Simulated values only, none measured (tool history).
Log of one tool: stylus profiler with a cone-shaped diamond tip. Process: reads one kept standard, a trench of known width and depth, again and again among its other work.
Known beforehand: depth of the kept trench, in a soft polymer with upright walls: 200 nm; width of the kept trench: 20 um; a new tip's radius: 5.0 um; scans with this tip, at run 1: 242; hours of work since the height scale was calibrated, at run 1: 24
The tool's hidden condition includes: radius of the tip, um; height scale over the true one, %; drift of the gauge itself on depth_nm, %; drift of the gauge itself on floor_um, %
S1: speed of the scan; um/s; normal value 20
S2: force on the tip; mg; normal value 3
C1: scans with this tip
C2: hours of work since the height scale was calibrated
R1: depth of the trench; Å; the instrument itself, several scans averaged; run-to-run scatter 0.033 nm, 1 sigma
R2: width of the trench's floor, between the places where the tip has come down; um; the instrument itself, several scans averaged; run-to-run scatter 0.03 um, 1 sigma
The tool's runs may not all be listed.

run   hour  S1    S2    C1   C2      R1     R2
  1      0  20     3   242   24  2014.8  17.06
  2   16.4  20     3   319   32  2015.2  17.06
  3   38.5  20     3   423   42  2015.1  17.06
  4   52.5  20     3   489   49  2014.6  17.02
  5   74.2  20     3   591   59  2015.3  17.09
  6   85.8  56     3   645   65  2015.1  16.94
  7   96.1  56     3   694   70  2014.2  16.91
  8  107.8  20  4.01   748   75  2017.9  17.04
  9  129.4   9     3   850   85  2015.2  17.05
 10  142.6  20     3   912   92  2015.9  17.04
 11  162.7  20     3  1007  101  2015.5  17.05
 12  173.9  25     3  1059  106  2015.4  16.96
 13  197.1  20     3  1168  117  2015.4  17.02
 14  214.3  35     3  1249  125    2016  16.97
 15    225  20     3  1299  130  2015.2  17.01
 16  242.7  20     3  1382  139  2015.9  16.92
 17  256.4  20  6.12  1447  145  2025.2     17
 18  272.8  20  6.12  1524  153  2025.8  16.97
 19  294.6  20  6.12  1626  163  2025.3  16.95
 20  310.6  20     3  1701  171  2015.9  16.91
 21  333.3  20  6.05  1808  182  2025.4  16.97
 22  348.4  20  6.05  1879  189    2026  16.89
 23  364.4  20  6.05  1954  196  2025.5  16.92
 24  376.4  36  2.63  2010  202  2014.4  16.82
 25  387.9  42  4.85  2064  207    2022  16.84
 26  399.7  11  4.15  2120  213  2020.3  16.94
 27  416.4  11  4.15  2198  221  2019.9   16.9
 28  437.3  27   4.2  2296  231  2020.1   16.8
 29  450.6   5  2.08  2359  237    2013  16.93
 30  467.4  36  1.95  2438  245  2011.8  16.69
 31  488.2  36  1.95  2535  255  2012.4  16.74
     490.3  -- height scale calibrated on a step standard
 32  507.8  36  1.95  2625    8  2012.7  16.68
 33  517.4  21   2.1  2670   13    2013  16.78
 34  530.3  21  6.87  2731   19  2028.2  16.86
 35  546.3   9  2.89  2806   26  2016.4  16.85
 36  568.5   9  2.89  2910   37  2016.4  16.84
 37  582.7  20  6.92  2977   44  2028.4  16.79
       587  -- height scale calibrated on a step standard, once more
 38  593.7  54  1.32  3026    3  2009.2  16.49
 39  605.5   8  1.75  3082    9  2011.4  16.78
 40  620.4   8  1.75  3152   16    2011  16.78
 41  631.2  74  4.18  3203   21  2020.3  16.47
 42  644.4   8  1.97  3265   27  2012.2  16.77
 43  661.8   8   5.4  3346   35    2023  16.84
 44  675.6   8   6.2  3411   42  2026.2   16.8
 45  687.2   8   6.2  3465   47  2026.5  16.82
 46  708.1   8  5.91  3564   57  2025.8  16.77

Results for each run, recomputed without the tool's hidden state and with each run's random variation untouched:
run      R1     R2
  1  2015.9  17.04
  2  2016.2  17.05
  3    2016  17.07
  4  2015.4  17.04
  5  2016.1  17.12
  6  2015.8  16.98
  7  2014.9  16.96
  8  2018.6  17.09
  9  2015.8  17.11
 10  2016.5  17.11
 11    2016  17.13
 12  2015.9  17.05
 13  2015.9  17.12
 14  2016.4  17.08
 15  2015.5  17.13
 16  2016.2  17.06
 17  2025.5  17.14
 18    2026  17.12
 19  2025.5  17.11
 20    2016  17.08
 21  2025.4  17.15
 22    2026  17.09
 23  2025.4  17.12
 24  2014.3  17.03
 25  2021.9  17.06
 26  2020.1  17.16
 27  2019.7  17.13
 28  2019.9  17.05
 29  2012.7  17.18
 30  2011.5  16.96
 31  2011.9  17.02
 32    2012  16.97
 33  2012.3  17.07
 34  2027.4  17.16
 35  2015.5  17.16
 36  2015.5  17.17
 37  2027.5  17.12
 38  2009.1  16.83
 39  2011.3  17.12
 40  2010.9  17.13
 41  2020.1  16.83
 42    2012  17.14
 43  2022.8  17.21
 44  2025.9  17.19
 45  2026.2  17.21
 46  2025.4  17.17
